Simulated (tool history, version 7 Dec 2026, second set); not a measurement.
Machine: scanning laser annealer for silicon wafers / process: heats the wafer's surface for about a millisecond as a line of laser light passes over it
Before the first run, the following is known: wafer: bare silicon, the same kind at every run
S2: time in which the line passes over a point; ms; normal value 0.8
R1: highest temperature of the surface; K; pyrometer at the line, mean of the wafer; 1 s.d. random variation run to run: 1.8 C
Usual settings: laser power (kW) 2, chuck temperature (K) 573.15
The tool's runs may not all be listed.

run 1 hour=0 | laser_power_(kW)=2 S2=0.8 chuck_temperature_(K)=573.15 | R1=1318.15
run 2 hour=38.1 | laser_power_(kW)=2.197 S2=0.8 chuck_temperature_(K)=573.15 | R1=1385.15
run 3 hour=112.3 | laser_power_(kW)=2.197 S2=0.8 chuck_temperature_(K)=573.15 | R1=1384.15
run 4 hour=163.4 | laser_power_(kW)=2.197 S2=0.8 chuck_temperature_(K)=573.15 | R1=1386.15
run 5 hour=202.8 | laser_power_(kW)=2 S2=0.8 chuck_temperature_(K)=573.15 | R1=1312.15
run 6 hour=272.5 | laser_power_(kW)=2 S2=0.8 chuck_temperature_(K)=573.15 | R1=1315.15
run 7 hour=314.9 | laser_power_(kW)=2 S2=0.8 chuck_temperature_(K)=573.15 | R1=1312.15
run 8 hour=379.4 | laser_power_(kW)=2 S2=0.8 chuck_temperature_(K)=573.15 | R1=1313.15
run 9 hour=421.8 | laser_power_(kW)=2 S2=0.8 chuck_temperature_(K)=573.15 | R1=1310.15
run 10 hour=471.6 | laser_power_(kW)=2 S2=0.784 chuck_temperature_(K)=573.15 | R1=1305.15
run 11 hour=510.3 | laser_power_(kW)=2 S2=0.784 chuck_temperature_(K)=573.15 | R1=1304.15
run 12 hour=577.2 | laser_power_(kW)=2 S2=0.8 chuck_temperature_(K)=573.15 | R1=1307.15
run 13 hour=610.7 | laser_power_(kW)=2 S2=0.8 chuck_temperature_(K)=573.15 | R1=1308.15
run 14 hour=668.7 | laser_power_(kW)=1.858 S2=0.8 chuck_temperature_(K)=573.15 | R1=1260.15
run 15 hour=708.3 | laser_power_(kW)=1.858 S2=0.8 chuck_temperature_(K)=573.15 | R1=1255.15
run 16 hour=788.3 | laser_power_(kW)=1.858 S2=0.8 chuck_temperature_(K)=573.15 | R1=1255.15
run 17 hour=848.7 | laser_power_(kW)=1.858 S2=0.8 chuck_temperature_(K)=573.15 | R1=1255.15
run 18 hour=912.2 | laser_power_(kW)=1.738 S2=0.8 chuck_temperature_(K)=573.15 | R1=1209.15
run 19 hour=991.5 | laser_power_(kW)=2.026 S2=0.941 chuck_temperature_(K)=567.15 | R1=1362.15
run 20 hour=1067.1 | laser_power_(kW)=1.811 S2=0.941 chuck_temperature_(K)=593.15 | R1=1302.15
run 21 hour=1121.9 | laser_power_(kW)=2.075 S2=0.8 chuck_temperature_(K)=544.15 | R1=1294.15
run 22 hour=1159.5 | laser_power_(kW)=2.075 S2=0.843 chuck_temperature_(K)=544.15 | R1=1314.15
run 23 hour=1224.6 | laser_power_(kW)=1.756 S2=0.875 chuck_temperature_(K)=558.15 | R1=1229.15
run 24 hour=1283.2 | laser_power_(kW)=1.756 S2=0.875 chuck_temperature_(K)=558.15 | R1=1224.15
-- hour=1332.6 window over the wafer cleaned
run 25 hour=1343 | laser_power_(kW)=1.756 S2=0.875 chuck_temperature_(K)=558.15 | R1=1246.15
run 26 hour=1405.5 | laser_power_(kW)=2.137 S2=0.875 chuck_temperature_(K)=580.15 | R1=1409.15
run 27 hour=1487.2 | laser_power_(kW)=1.827 S2=0.64 chuck_temperature_(K)=569.15 | R1=1188.15
run 28 hour=1545.1 | laser_power_(kW)=1.773 S2=0.997 chuck_temperature_(K)=573.15 | R1=1307.15
run 29 hour=1580.7 | laser_power_(kW)=1.773 S2=0.997 chuck_temperature_(K)=573.15 | R1=1305.15

Expected results for the next run?
run 30 hour=1660.3 | laser_power_(kW)=1.944 S2=0.8 chuck_temperature_(K)=571.15 | R1=?

{"run 30": {"R1": 1294.15}}
Without the tool's hidden state the same run would have given R1 1313.15 K.

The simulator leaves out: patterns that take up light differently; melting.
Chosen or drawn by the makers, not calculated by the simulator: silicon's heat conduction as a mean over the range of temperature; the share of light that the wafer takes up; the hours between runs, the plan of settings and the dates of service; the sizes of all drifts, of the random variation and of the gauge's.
